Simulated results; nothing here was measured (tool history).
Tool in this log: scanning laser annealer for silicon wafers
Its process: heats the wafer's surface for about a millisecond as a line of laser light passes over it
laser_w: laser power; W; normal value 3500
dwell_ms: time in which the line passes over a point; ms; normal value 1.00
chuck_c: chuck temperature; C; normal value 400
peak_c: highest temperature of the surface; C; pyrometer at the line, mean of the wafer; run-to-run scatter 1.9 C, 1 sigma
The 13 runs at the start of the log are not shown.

run,hour,laser_w,dwell_ms,chuck_c,peak_c
14,143.4,3712,1.00,400,1238
15,151.0,3500,1.00,400,1179
16,166.1,3500,1.00,400,1180
17,176.2,3500,1.00,400,1182
18,191.5,3500,1.00,400,1182
19,200.4,3500,1.00,400,1181
20,208.4,3500,1.00,400,1180
21,223.5,3500,1.00,400,1178
22,235.5,3521,0.80,382,1080
23,250.3,3695,0.79,415,1144
24,260.6,3409,0.79,393,1059
25,268.5,3409,0.79,393,1059
26,278.3,3547,1.00,400,1188
27,290.8,3718,1.25,430,1369
28,305.1,3718,1.25,430,1365
29,313.8,3418,0.77,400,1054
30,328.3,2977,1.02,373,1019

Forecast run 31:
31,340.4,3093,1.02,437,?

Run 31 produced peak_c 1111 C.
If the tool had no hidden condition, the same run with the same run-to-run variation would have returned peak_c 1139 C.

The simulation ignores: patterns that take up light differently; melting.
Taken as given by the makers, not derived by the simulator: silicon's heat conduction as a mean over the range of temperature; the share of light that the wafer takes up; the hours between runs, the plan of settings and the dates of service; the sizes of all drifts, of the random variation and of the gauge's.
